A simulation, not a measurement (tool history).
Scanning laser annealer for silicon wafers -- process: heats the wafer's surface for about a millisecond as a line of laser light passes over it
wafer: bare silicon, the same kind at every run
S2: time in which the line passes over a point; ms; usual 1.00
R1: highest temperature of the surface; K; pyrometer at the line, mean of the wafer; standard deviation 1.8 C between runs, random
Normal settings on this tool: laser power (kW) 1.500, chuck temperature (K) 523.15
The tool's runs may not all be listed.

run 1 hour=0.0 | laser_power_(kW)=1.500 S2=1.00 chuck_temperature_(K)=523.15 | R1=1207.15
run 2 hour=16.1 | laser_power_(kW)=1.500 S2=1.00 chuck_temperature_(K)=523.15 | R1=1202.15
run 3 hour=24.8 | laser_power_(kW)=1.500 S2=1.00 chuck_temperature_(K)=523.15 | R1=1207.15
run 4 hour=36.5 | laser_power_(kW)=1.500 S2=1.00 chuck_temperature_(K)=523.15 | R1=1204.15
run 5 hour=54.7 | laser_power_(kW)=1.500 S2=1.00 chuck_temperature_(K)=523.15 | R1=1203.15
run 6 hour=66.2 | laser_power_(kW)=1.500 S2=1.00 chuck_temperature_(K)=523.15 | R1=1206.15
run 7 hour=83.0 | laser_power_(kW)=1.500 S2=1.00 chuck_temperature_(K)=523.15 | R1=1206.15
run 8 hour=93.7 | laser_power_(kW)=1.500 S2=1.00 chuck_temperature_(K)=523.15 | R1=1205.15
run 9 hour=111.0 | laser_power_(kW)=1.500 S2=1.00 chuck_temperature_(K)=523.15 | R1=1203.15
run 10 hour=119.3 | laser_power_(kW)=1.500 S2=1.00 chuck_temperature_(K)=523.15 | R1=1205.15
run 11 hour=134.8 | laser_power_(kW)=1.500 S2=1.00 chuck_temperature_(K)=523.15 | R1=1204.15
run 12 hour=149.5 | laser_power_(kW)=1.500 S2=1.00 chuck_temperature_(K)=523.15 | R1=1204.15
-- hour=160.5 window over the wafer cleaned
run 13 hour=166.9 | laser_power_(kW)=1.500 S2=0.74 chuck_temperature_(K)=523.15 | R1=1124.15
run 14 hour=177.6 | laser_power_(kW)=1.430 S2=0.74 chuck_temperature_(K)=551.15 | R1=1124.15
run 15 hour=187.2 | laser_power_(kW)=1.573 S2=1.00 chuck_temperature_(K)=523.15 | R1=1252.15
run 16 hour=201.1 | laser_power_(kW)=1.518 S2=1.00 chuck_temperature_(K)=543.15 | R1=1246.15
run 17 hour=214.2 | laser_power_(kW)=1.518 S2=1.01 chuck_temperature_(K)=531.15 | R1=1237.15
run 18 hour=225.3 | laser_power_(kW)=1.608 S2=1.00 chuck_temperature_(K)=523.15 | R1=1262.15
run 19 hour=239.6 | laser_power_(kW)=1.500 S2=0.97 chuck_temperature_(K)=523.15 | R1=1204.15
run 20 hour=257.9 | laser_power_(kW)=1.331 S2=0.82 chuck_temperature_(K)=523.15 | R1=1086.15
run 21 hour=269.9 | laser_power_(kW)=1.331 S2=0.82 chuck_temperature_(K)=523.15 | R1=1086.15
run 22 hour=288.8 | laser_power_(kW)=1.332 S2=1.19 chuck_temperature_(K)=555.15 | R1=1233.15
run 23 hour=302.5 | laser_power_(kW)=1.332 S2=1.19 chuck_temperature_(K)=555.15 | R1=1234.15
run 24 hour=315.9 | laser_power_(kW)=1.366 S2=0.76 chuck_temperature_(K)=523.15 | R1=1075.15
run 25 hour=324.2 | laser_power_(kW)=1.315 S2=1.14 chuck_temperature_(K)=505.15 | R1=1159.15
run 26 hour=335.0 | laser_power_(kW)=1.572 S2=0.71 chuck_temperature_(K)=496.15 | R1=1105.15

4 ways to go on from here, each from the tool as it stands after run 26. What would each give?
run A hour=344.7 | laser_power_(kW)=1.429 S2=1.01 chuck_temperature_(K)=494.15 | R1=?
run B hour=344.7 | laser_power_(kW)=1.551 S2=1.16 chuck_temperature_(K)=525.15 | R1=?
run C hour=344.7 | laser_power_(kW)=1.444 S2=0.93 chuck_temperature_(K)=523.15 | R1=?
run D hour=344.7 | laser_power_(kW)=1.298 S2=1.16 chuck_temperature_(K)=523.15 | R1=?

run=A R1=1159.15
run=B R1=1290.15
run=C R1=1168.15
run=D R1=1175.15
Take away the tool's hidden state, keep each run's random variation, and the runs would have read:
run=A R1=1167.15
run=B R1=1299.15
run=C R1=1176.15
run=D R1=1183.15
